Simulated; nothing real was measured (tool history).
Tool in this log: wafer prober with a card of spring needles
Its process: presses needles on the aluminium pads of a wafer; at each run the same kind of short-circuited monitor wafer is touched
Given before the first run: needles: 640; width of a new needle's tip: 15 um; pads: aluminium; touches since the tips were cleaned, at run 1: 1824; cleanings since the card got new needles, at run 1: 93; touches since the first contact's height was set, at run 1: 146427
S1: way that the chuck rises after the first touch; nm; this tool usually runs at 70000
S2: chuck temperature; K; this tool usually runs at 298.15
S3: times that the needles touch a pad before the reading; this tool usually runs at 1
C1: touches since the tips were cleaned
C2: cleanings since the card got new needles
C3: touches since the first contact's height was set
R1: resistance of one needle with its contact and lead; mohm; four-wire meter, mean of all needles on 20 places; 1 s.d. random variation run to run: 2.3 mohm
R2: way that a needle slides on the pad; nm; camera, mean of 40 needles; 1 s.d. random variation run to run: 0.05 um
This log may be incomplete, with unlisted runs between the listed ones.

run,day,S1,S2,S3,C1,C2,C3,R1,R2
1,0.000,70000,298.15,1,1824,93,146427,253,11550
# day 0.746: tips cleaned on abrasive film
# day 1.588: tips cleaned on abrasive film
2,2.408,70000,324.15,1,7765,95,169177,263,11440
# day 2.525: tips cleaned on abrasive film
# day 3.250: height of the first contact set anew
# day 3.400: tips cleaned on abrasive film
# day 4.367: tips cleaned on abrasive film
3,4.367,68000,298.15,1,0,98,10528,255,11130
# day 5.254: tips cleaned on abrasive film
# day 6.129: tips cleaned on abrasive film
4,6.638,68000,311.15,1,4852,100,31997,260,11140
# day 7.083: tips cleaned on abrasive film
# day 8.042: tips cleaned on abrasive film
5,8.433,70000,298.15,1,3724,102,48931,253,11360
# day 8.971: tips cleaned on abrasive film
# day 9.858: tips cleaned on abrasive film
6,9.888,70000,298.15,1,307,104,62660,257,11400
# day 10.738: tips cleaned on abrasive film
7,11.517,70000,298.15,1,7372,105,78043,257,11510
# day 11.642: tips cleaned on abrasive film
# day 12.496: tips cleaned on abrasive film
8,13.112,80000,298.15,1,5834,107,93107,253,13030
# day 13.479: tips cleaned on abrasive film
# day 14.500: tips cleaned on abrasive film
9,14.671,55000,298.15,1,1635,109,107816,262,9000
# day 15.408: tips cleaned on abrasive film
# day 16.267: tips cleaned on abrasive film
10,16.271,75000,298.15,2,51,111,122900,249,12340
# day 17.117: tips cleaned on abrasive film
# day 18.012: tips cleaned on abrasive film
11,18.204,55000,298.15,2,1819,113,141174,259,9010
# day 18.950: tips cleaned on abrasive film
# day 19.850: tips cleaned on abrasive film
12,19.958,72000,332.15,2,1001,115,157704,266,11760
# day 20.683: tips cleaned on abrasive film
13,21.133,60000,313.15,1,4261,116,168808,265,9850
# day 21.700: tips cleaned on abrasive film
# day 22.042: height of the first contact set anew
# day 22.567: tips cleaned on abrasive film
# day 23.488: tips cleaned on abrasive film
14,23.758,70000,305.15,1,2573,119,16222,258,11560
# day 24.338: tips cleaned on abrasive film
# day 25.279: tips cleaned on abrasive film
15,25.929,70000,305.15,1,6162,121,36699,259,11470
# day 26.142: tips cleaned on abrasive film
# day 27.029: tips cleaned on abrasive film
# day 27.958: tips cleaned on abrasive film
16,28.625,70000,305.15,1,6337,124,62161,259,11400

Hidden state at the last listed run before each entry between runs and at the first one after, where it differs:
Logged between run 1 and run 2: tips cleaned on abrasive film (day 0.746); tips cleaned on abrasive film (day 1.588)
  debris on the tips, nm: 0.9 -> 1.5
Logged between run 2 and run 3: tips cleaned on abrasive film (day 2.525); height of the first contact set anew (day 3.250); tips cleaned on abrasive film (day 3.400); tips cleaned on abrasive film (day 4.367)
  debris on the tips, nm: 1.5 -> 0.1; way that the needles fall short of the set height, um: 0.01 -> 0
Logged between run 3 and run 4: tips cleaned on abrasive film (day 5.254); tips cleaned on abrasive film (day 6.129)
  debris on the tips, nm: 0.1 -> 1.4
Logged between run 4 and run 5: tips cleaned on abrasive film (day 7.083); tips cleaned on abrasive film (day 8.042)
  debris on the tips, nm: 1.4 -> 1.3
Logged between run 5 and run 6: tips cleaned on abrasive film (day 8.971); tips cleaned on abrasive film (day 9.858)
  debris on the tips, nm: 1.3 -> 0.4; way that the needles fall short of the set height, um: 0 -> 0.01
Logged between run 6 and run 7: tips cleaned on abrasive film (day 10.738)
  debris on the tips, nm: 0.4 -> 1.5
Logged between run 7 and run 8: tips cleaned on abrasive film (day 11.642); tips cleaned on abrasive film (day 12.496)
  no difference in the tool's unlogged condition between these two runs
Logged between run 8 and run 9: tips cleaned on abrasive film (day 13.479); tips cleaned on abrasive film (day 14.500)
  debris on the tips, nm: 1.5 -> 1.1
Logged between run 9 and run 10: tips cleaned on abrasive film (day 15.408); tips cleaned on abrasive film (day 16.267)
  debris on the tips, nm: 1.1 -> 0.2
Logged between run 10 and run 11: tips cleaned on abrasive film (day 17.117); tips cleaned on abrasive film (day 18.012)
  debris on the tips, nm: 0.2 -> 1
Logged between run 11 and run 12: tips cleaned on abrasive film (day 18.950); tips cleaned on abrasive film (day 19.850)
  debris on the tips, nm: 1 -> 0.8
Logged between run 12 and run 13: tips cleaned on abrasive film (day 20.683)
  debris on the tips, nm: 0.8 -> 1.4; way that the needles fall short of the set height, um: 0.01 -> 0.02
Logged between run 13 and run 14: tips cleaned on abrasive film (day 21.700); height of the first contact set anew (day 22.042); tips cleaned on abrasive film (day 22.567); tips cleaned on abrasive film (day 23.488)
  debris on the tips, nm: 1.4 -> 1.3; way that the needles fall short of the set height, um: 0.02 -> 0
Logged between run 14 and run 15: tips cleaned on abrasive film (day 24.338); tips cleaned on abrasive film (day 25.279)
  debris on the tips, nm: 1.3 -> 1.5
Logged between run 15 and run 16: tips cleaned on abrasive film (day 26.142); tips cleaned on abrasive film (day 27.029); tips cleaned on abrasive film (day 27.958)
  way that the needles fall short of the set height, um: 0 -> 0.01

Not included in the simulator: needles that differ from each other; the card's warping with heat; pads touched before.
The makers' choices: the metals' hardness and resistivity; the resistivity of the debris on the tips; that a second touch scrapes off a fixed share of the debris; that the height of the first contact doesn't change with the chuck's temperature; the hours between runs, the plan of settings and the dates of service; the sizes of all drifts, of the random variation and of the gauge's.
